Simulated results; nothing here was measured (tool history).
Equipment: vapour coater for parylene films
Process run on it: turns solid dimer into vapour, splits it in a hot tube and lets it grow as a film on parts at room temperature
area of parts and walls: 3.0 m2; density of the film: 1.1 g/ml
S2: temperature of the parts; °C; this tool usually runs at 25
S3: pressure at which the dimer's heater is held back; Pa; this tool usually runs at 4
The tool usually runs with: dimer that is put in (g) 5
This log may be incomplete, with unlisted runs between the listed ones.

{"run": 1, "day": 0.0, "dimer that is put in (g)": 5, "S2": 25, "S3": 4, "thickness of the film (um)": 0.802}
{"run": 2, "day": 0.471, "dimer that is put in (g)": 5, "S2": 25, "S3": 4, "thickness of the film (um)": 0.787}
{"run": 3, "day": 0.792, "dimer that is put in (g)": 5, "S2": 35, "S3": 4, "thickness of the film (um)": 0.486}
{"run": 4, "day": 1.417, "dimer that is put in (g)": 5, "S2": 35, "S3": 4, "thickness of the film (um)": 0.482}
{"run": 5, "day": 1.838, "dimer that is put in (g)": 5, "S2": 35, "S3": 4, "thickness of the film (um)": 0.492}
{"run": 6, "day": 2.238, "dimer that is put in (g)": 5, "S2": 25, "S3": 5.17, "thickness of the film (um)": 0.769}
{"run": 7, "day": 2.842, "dimer that is put in (g)": 5, "S2": 25, "S3": 4, "thickness of the film (um)": 0.779}
{"run": 8, "day": 3.333, "dimer that is put in (g)": 5, "S2": 25, "S3": 4, "thickness of the film (um)": 0.779}
{"run": 9, "day": 3.842, "dimer that is put in (g)": 5, "S2": 25, "S3": 4, "thickness of the film (um)": 0.775}
{"run": 10, "day": 4.104, "dimer that is put in (g)": 6, "S2": 25, "S3": 4, "thickness of the film (um)": 0.934}
{"run": 11, "day": 4.483, "dimer that is put in (g)": 6, "S2": 25, "S3": 4, "thickness of the film (um)": 0.924}
{"run": 12, "day": 4.808, "dimer that is put in (g)": 6, "S2": 25, "S3": 4, "thickness of the film (um)": 0.925}
{"run": 13, "day": 5.171, "dimer that is put in (g)": 6, "S2": 25, "S3": 4, "thickness of the film (um)": 0.924}
{"run": 14, "day": 5.633, "dimer that is put in (g)": 5, "S2": 25, "S3": 4, "thickness of the film (um)": 0.764}
{"run": 15, "day": 6.179, "dimer that is put in (g)": 5, "S2": 25, "S3": 7.97, "thickness of the film (um)": 0.708}
{"run": 16, "day": 6.583, "dimer that is put in (g)": 5, "S2": 25, "S3": 7.97, "thickness of the film (um)": 0.706}
{"run": 17, "day": 6.883, "dimer that is put in (g)": 5, "S2": 18, "S3": 4, "thickness of the film (um)": 1.051}
{"run": 18, "day": 7.204, "dimer that is put in (g)": 9, "S2": 18, "S3": 4, "thickness of the film (um)": 1.907}
{"run": 19, "day": 7.788, "dimer that is put in (g)": 9, "S2": 18, "S3": 4, "thickness of the film (um)": 1.891}
{"run": 20, "day": 8.242, "dimer that is put in (g)": 9, "S2": 18, "S3": 4, "thickness of the film (um)": 1.892}
{"run": 21, "day": 8.688, "dimer that is put in (g)": 9, "S2": 18, "S3": 4, "thickness of the film (um)": 1.887}
{"run": 22, "day": 9.204, "dimer that is put in (g)": 9, "S2": 18, "S3": 4, "thickness of the film (um)": 1.875}
{"run": 23, "day": 9.725, "dimer that is put in (g)": 5, "S2": 25, "S3": 5.61, "thickness of the film (um)": 0.709}
{"run": 24, "day": 10.0, "dimer that is put in (g)": 5, "S2": 25, "S3": 5.61, "thickness of the film (um)": 0.713}
{"day": 10.446, "done": "trap's valve overhauled"}
{"run": 25, "day": 10.488, "dimer that is put in (g)": 4, "S2": 25, "S3": 6.32, "thickness of the film (um)": 0.621}
{"run": 26, "day": 10.992, "dimer that is put in (g)": 4, "S2": 25, "S3": 6.32, "thickness of the film (um)": 0.625}
{"run": 27, "day": 11.371, "dimer that is put in (g)": 4, "S2": 18, "S3": 4.32, "thickness of the film (um)": 0.903}
{"run": 28, "day": 11.838, "dimer that is put in (g)": 4, "S2": 18, "S3": 4.32, "thickness of the film (um)": 0.901}
{"run": 29, "day": 12.167, "dimer that is put in (g)": 4, "S2": 18, "S3": 4.32, "thickness of the film (um)": 0.896}
{"run": 30, "day": 12.633, "dimer that is put in (g)": 4, "S2": 18, "S3": 4.32, "thickness of the film (um)": 0.894}
{"run": 31, "day": 13.012, "dimer that is put in (g)": 4, "S2": 25, "S3": 4, "thickness of the film (um)": 0.643}
{"run": 32, "day": 13.625, "dimer that is put in (g)": 5, "S2": 28, "S3": 4, "thickness of the film (um)": 0.685}
{"run": 33, "day": 13.896, "dimer that is put in (g)": 5, "S2": 28, "S3": 4, "thickness of the film (um)": 0.693}
{"run": 34, "day": 14.158, "dimer that is put in (g)": 5, "S2": 37, "S3": 5.43, "thickness of the film (um)": 0.439}
{"run": 35, "day": 14.558, "dimer that is put in (g)": 8, "S2": 17, "S3": 5.02, "thickness of the film (um)": 1.82}
{"run": 36, "day": 14.888, "dimer that is put in (g)": 8, "S2": 25, "S3": 3.88, "thickness of the film (um)": 1.266}
{"run": 37, "day": 15.5, "dimer that is put in (g)": 5, "S2": 20, "S3": 4, "thickness of the film (um)": 0.995}
{"run": 38, "day": 15.838, "dimer that is put in (g)": 5, "S2": 20, "S3": 4, "thickness of the film (um)": 1}
{"run": 39, "day": 16.271, "dimer that is put in (g)": 2, "S2": 33, "S3": 4.4, "thickness of the film (um)": 0.215}
{"run": 40, "day": 16.633, "dimer that is put in (g)": 4, "S2": 18, "S3": 4.44, "thickness of the film (um)": 0.857}
{"run": 41, "day": 17.046, "dimer that is put in (g)": 5, "S2": 25, "S3": 6.58, "thickness of the film (um)": 0.736}
{"run": 42, "day": 17.604, "dimer that is put in (g)": 2, "S2": 25, "S3": 3.46, "thickness of the film (um)": 0.316}
{"run": 43, "day": 18.079, "dimer that is put in (g)": 2, "S2": 25, "S3": 3.46, "thickness of the film (um)": 0.313}
{"run": 44, "day": 18.504, "dimer that is put in (g)": 4, "S2": 18, "S3": 7.34, "thickness of the film (um)": 0.805}
{"run": 45, "day": 19.062, "dimer that is put in (g)": 5, "S2": 21, "S3": 2.83, "thickness of the film (um)": 0.965}
{"run": 46, "day": 19.554, "dimer that is put in (g)": 5, "S2": 21, "S3": 2.83, "thickness of the film (um)": 0.958}

Each row is a separate what-if for the run after 46, all from the same tool condition, not one after another. Results?
{"run": "A", "day": 19.933, "dimer that is put in (g)": 2, "S2": 25, "S3": 4.09, "thickness of the film (um)": "?"}
{"run": "B", "day": 19.933, "dimer that is put in (g)": 3, "S2": 25, "S3": 4, "thickness of the film (um)": "?"}
{"run": "C", "day": 19.933, "dimer that is put in (g)": 3, "S2": 25, "S3": 4, "thickness of the film (um)": "?"}
{"run": "D", "day": 19.933, "dimer that is put in (g)": 5, "S2": 21, "S3": 3.46, "thickness of the film (um)": "?"}
{"run": "E", "day": 19.933, "dimer that is put in (g)": 5, "S2": 35, "S3": 8.33, "thickness of the film (um)": "?"}

run=A thickness_of_the_film_(um)=0.302
run=B thickness_of_the_film_(um)=0.457
run=C thickness_of_the_film_(um)=0.46
run=D thickness_of_the_film_(um)=0.931
run=E thickness_of_the_film_(um)=0.426
Without the tool's unlogged condition, the same runs would have read:
run=A thickness_of_the_film_(um)=0.324
run=B thickness_of_the_film_(um)=0.49
run=C thickness_of_the_film_(um)=0.492
run=D thickness_of_the_film_(um)=0.998
run=E thickness_of_the_film_(um)=0.457
